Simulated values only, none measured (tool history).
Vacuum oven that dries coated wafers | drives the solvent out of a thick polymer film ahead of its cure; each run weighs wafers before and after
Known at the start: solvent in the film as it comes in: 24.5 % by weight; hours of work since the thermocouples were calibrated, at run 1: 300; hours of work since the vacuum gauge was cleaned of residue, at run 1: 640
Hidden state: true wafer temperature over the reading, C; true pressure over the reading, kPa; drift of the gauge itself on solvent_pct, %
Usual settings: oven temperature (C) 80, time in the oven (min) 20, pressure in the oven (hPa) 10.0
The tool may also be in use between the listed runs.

run	hour	oven temperature (C)	time in the oven (min)	pressure in the oven (hPa)	hours of work since the thermocouples were calibrated	hours of work since the vacuum gauge was cleaned of residue	solvent left in the film (%)
1	0.0	80	20	10.0	300	640	3.97
2	40.6	80	20	10.0	329	668	3.97
3	85.3	80	20	15.4	360	699	4.41
4	125.0	80	20	12.0	387	727	4.13
5	203.8	80	20	16.7	442	782	4.51
6	281.0	80	20	10.0	496	836	3.95
7	321.7	80	20	10.0	524	864	3.94
8	362.4	80	20	10.0	552	892	3.92
9	402.8	80	21	10.0	581	920	3.67
10	483.2	80	21	10.0	637	976	3.71
11	568.1	80	28	10.0	696	1035	2.48
12	638.7	80	20	8.9	745	1084	3.78
13	686.8	80	20	10.0	778	1118	3.84
# hour 696.1: vacuum gauge cleaned of residue and calibrated
14	762.0	80	20	10.0	829	46	3.95
15	811.4	80	20	10.0	864	80	3.96
16	852.5	80	20	10.0	892	109	3.95
17	916.5	80	20	10.0	937	153	3.90
18	987.6	80	20	10.0	986	203	3.95
19	1048.8	80	20	33.5	1029	245	5.68
# hour 1079.1: vacuum gauge cleaned of residue and calibrated, once more
# hour 1108.2: oven's thermocouples calibrated
20	1135.1	80	20	33.5	19	37	6.13
21	1201.5	80	20	33.5	65	84	6.08
22	1246.5	80	20	10.0	96	115	4.08
23	1328.1	80	20	10.0	153	172	4.13
24	1417.2	75	34	26.4	215	234	4.98
25	1458.1	78	17	36.4	243	262	8.07
26	1542.2	78	17	36.4	302	321	8.00
27	1630.5	78	17	7.2	363	382	5.61

The next listed run, before its measurement:
28	1702.3	78	17	7.2	413	432	?

Run 28 gave solvent left in the film (%) 5.66.
Without the tool's hidden state the same run would have given solvent left in the film (%) 5.61.

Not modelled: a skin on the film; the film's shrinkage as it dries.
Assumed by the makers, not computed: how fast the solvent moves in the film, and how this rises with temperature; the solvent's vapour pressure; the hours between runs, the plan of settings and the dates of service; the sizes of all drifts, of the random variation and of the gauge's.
